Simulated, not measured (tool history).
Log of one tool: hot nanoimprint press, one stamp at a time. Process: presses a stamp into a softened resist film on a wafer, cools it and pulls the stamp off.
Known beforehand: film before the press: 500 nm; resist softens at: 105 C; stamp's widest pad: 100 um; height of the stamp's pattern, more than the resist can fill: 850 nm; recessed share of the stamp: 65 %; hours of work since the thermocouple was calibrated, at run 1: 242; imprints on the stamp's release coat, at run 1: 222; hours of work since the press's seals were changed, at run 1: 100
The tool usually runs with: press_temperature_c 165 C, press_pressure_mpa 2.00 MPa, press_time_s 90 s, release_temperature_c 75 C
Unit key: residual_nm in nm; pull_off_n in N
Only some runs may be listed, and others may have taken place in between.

run   hour  press_temperature_c  press_pressure_mpa  press_time_s  release_temperature_c  hours of work since the thermocouple was calibrated  imprints on the stamp's release coat  hours of work since the press's seals were changed  residual_nm  pull_off_n
  1    0.0                  165                2.00            90                     75                                                  242                                   222                                                 100        270.7         217
  2    4.3                  165                2.46            90                     75                                                  244                                   233                                                 102        248.2         212
  3    9.8                  165                2.46            90                     75                                                  246                                   247                                                 104        247.8         210
  4   18.0                  165                2.00            90                     75                                                  250                                   267                                                 108        270.0         216
  5   26.7                  165                2.00            90                     75                                                  254                                   289                                                 112        268.9         212
  6   32.1                  165                2.00            90                     75                                                  257                                   302                                                 115        271.4         214
  7   40.3                  165                2.00            90                     75                                                  261                                   323                                                 119        268.9         210
  8   46.3                  165                2.00            90                     75                                                  263                                   338                                                 121        269.7         224
  9   54.6                  165                2.00            90                     75                                                  267                                   359                                                 125        268.6         220
 10   58.9                  165                2.00            90                     75                                                  269                                   369                                                 127        268.7         213
 11   66.1                  165                2.00            90                     75                                                  273                                   387                                                 131        268.6         219
 12   72.6                  161                1.47           121                     75                                                  276                                   404                                                 134        328.4         210
 13   81.0                  161                1.47           121                     75                                                  280                                   424                                                 138        327.0         212
 14   89.4                  161                1.47           121                     75                                                  283                                   445                                                 142        328.4         213
 15   94.9                  171                1.30           121                     75                                                  286                                   459                                                 144        213.1         221
 16  102.0                  162                2.00            90                     75                                                  289                                   477                                                 148        306.5         225

Run 17, settings as shown, results not yet in. Your forecast:
 17  109.2                  174                2.95            49                     75                                                  293                                   495                                                 151            ?           ?

Run 17 came out at residual_nm 179.9 nm, pull_off_n 209 N.
With the hidden condition absent and the run-to-run variation left alone, this run would have shown residual_nm 181.8 nm, pull_off_n 208 N.

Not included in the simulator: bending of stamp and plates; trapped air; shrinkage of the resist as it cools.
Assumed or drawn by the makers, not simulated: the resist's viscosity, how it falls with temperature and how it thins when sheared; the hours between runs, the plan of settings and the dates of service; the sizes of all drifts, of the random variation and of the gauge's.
